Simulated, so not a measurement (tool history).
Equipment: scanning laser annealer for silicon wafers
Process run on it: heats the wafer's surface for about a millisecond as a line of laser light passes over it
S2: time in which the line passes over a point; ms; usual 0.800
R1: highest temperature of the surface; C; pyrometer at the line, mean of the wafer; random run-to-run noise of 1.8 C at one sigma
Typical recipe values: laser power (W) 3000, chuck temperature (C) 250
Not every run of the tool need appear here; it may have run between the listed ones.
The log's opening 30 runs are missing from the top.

{"run": 31, "hour": 201.5, "laser power (W)": 2830, "S2": 0.93, "chuck temperature (C)": 211, "R1": 961}
{"run": 32, "hour": 209.5, "laser power (W)": 2830, "S2": 0.93, "chuck temperature (C)": 279, "R1": 1025}
{"run": 33, "hour": 215.2, "laser power (W)": 2640, "S2": 0.788, "chuck temperature (C)": 234, "R1": 863}
{"run": 34, "hour": 219.5, "laser power (W)": 3000, "S2": 0.8, "chuck temperature (C)": 220, "R1": 968}
{"run": 35, "hour": 227.3, "laser power (W)": 3000, "S2": 0.8, "chuck temperature (C)": 220, "R1": 966}
{"run": 36, "hour": 233.1, "laser power (W)": 3000, "S2": 0.8, "chuck temperature (C)": 220, "R1": 966}
{"run": 37, "hour": 242.3, "laser power (W)": 3000, "S2": 0.8, "chuck temperature (C)": 220, "R1": 964}
{"run": 38, "hour": 247.9, "laser power (W)": 3000, "S2": 0.8, "chuck temperature (C)": 220, "R1": 967}

5 options for the next run, each taken on its own from the tool as it stands now. Forecast them:
{"run": "A", "hour": 255.2, "laser power (W)": 2888, "S2": 0.911, "chuck temperature (C)": 278, "R1": "?"}
{"run": "B", "hour": 255.2, "laser power (W)": 3081, "S2": 0.727, "chuck temperature (C)": 254, "R1": "?"}
{"run": "C", "hour": 255.2, "laser power (W)": 2599, "S2": 0.596, "chuck temperature (C)": 274, "R1": "?"}
{"run": "D", "hour": 255.2, "laser power (W)": 3000, "S2": 0.738, "chuck temperature (C)": 212, "R1": "?"}
{"run": "E", "hour": 255.2, "laser power (W)": 3023, "S2": 0.8, "chuck temperature (C)": 254, "R1": "?"}

run=A R1=1035
run=B R1=992
run=C R1=810
run=D R1=931
run=E R1=1008
Without the tool's unlogged condition, the same runs would have read:
run=A R1=1035
run=B R1=992
run=C R1=810
run=D R1=932
run=E R1=1008
